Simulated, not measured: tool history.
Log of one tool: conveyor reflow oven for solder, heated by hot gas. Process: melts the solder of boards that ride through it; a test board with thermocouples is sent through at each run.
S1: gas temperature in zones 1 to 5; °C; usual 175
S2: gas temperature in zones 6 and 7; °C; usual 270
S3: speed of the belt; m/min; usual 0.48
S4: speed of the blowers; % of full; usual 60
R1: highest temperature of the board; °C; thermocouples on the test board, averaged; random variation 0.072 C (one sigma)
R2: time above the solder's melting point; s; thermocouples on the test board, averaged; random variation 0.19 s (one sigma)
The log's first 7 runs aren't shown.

{"run": 8, "hour": 80.2, "S1": 175, "S2": 270, "S3": 0.474, "S4": 60, "R1": 256.57, "R2": 81.4}
{"run": 9, "hour": 91.7, "S1": 175, "S2": 270, "S3": 0.474, "S4": 60, "R1": 256.75, "R2": 81.1}
{"run": 10, "hour": 102.6, "S1": 175, "S2": 270, "S3": 0.474, "S4": 60, "R1": 256.61, "R2": 80.8}
{"run": 11, "hour": 115.2, "S1": 175, "S2": 270, "S3": 0.474, "S4": 60, "R1": 256.52, "R2": 81.3}
{"run": 12, "hour": 128.4, "S1": 175, "S2": 270, "S3": 0.474, "S4": 60, "R1": 256.62, "R2": 81.2}
{"run": 13, "hour": 143.8, "S1": 183, "S2": 270, "S3": 0.48, "S4": 60, "R1": 257.47, "R2": 84.6}
{"run": 14, "hour": 161.5, "S1": 175, "S2": 270, "S3": 0.48, "S4": 60, "R1": 256.09, "R2": 79.5}
{"run": 15, "hour": 173.3, "S1": 175, "S2": 285, "S3": 0.48, "S4": 60, "R1": 269.46, "R2": 88.9}
{"hour": 187.7, "done": "flux residue cleaned out of gas plates and filters"}
{"run": 16, "hour": 189.8, "S1": 176, "S2": 285, "S3": 0.473, "S4": 86, "R1": 278.14, "R2": 95.5}
{"run": 17, "hour": 202.9, "S1": 183, "S2": 270, "S3": 0.48, "S4": 60, "R1": 259.31, "R2": 86.8}
{"run": 18, "hour": 219.9, "S1": 183, "S2": 270, "S3": 0.48, "S4": 60, "R1": 259.22, "R2": 86.5}
{"run": 19, "hour": 231.0, "S1": 175, "S2": 269, "S3": 0.502, "S4": 77, "R1": 259.94, "R2": 80.3}

Run 20 comes next. What will it give?
{"run": 20, "hour": 239.8, "S1": 164, "S2": 275, "S3": 0.435, "S4": 65, "R1": "?", "R2": "?"}

Run 20 gave R1 265.24 °C, R2 92.1 s.
Without the tool's hidden state the same run would have given R1 263.03 °C, R2 89.4 s.

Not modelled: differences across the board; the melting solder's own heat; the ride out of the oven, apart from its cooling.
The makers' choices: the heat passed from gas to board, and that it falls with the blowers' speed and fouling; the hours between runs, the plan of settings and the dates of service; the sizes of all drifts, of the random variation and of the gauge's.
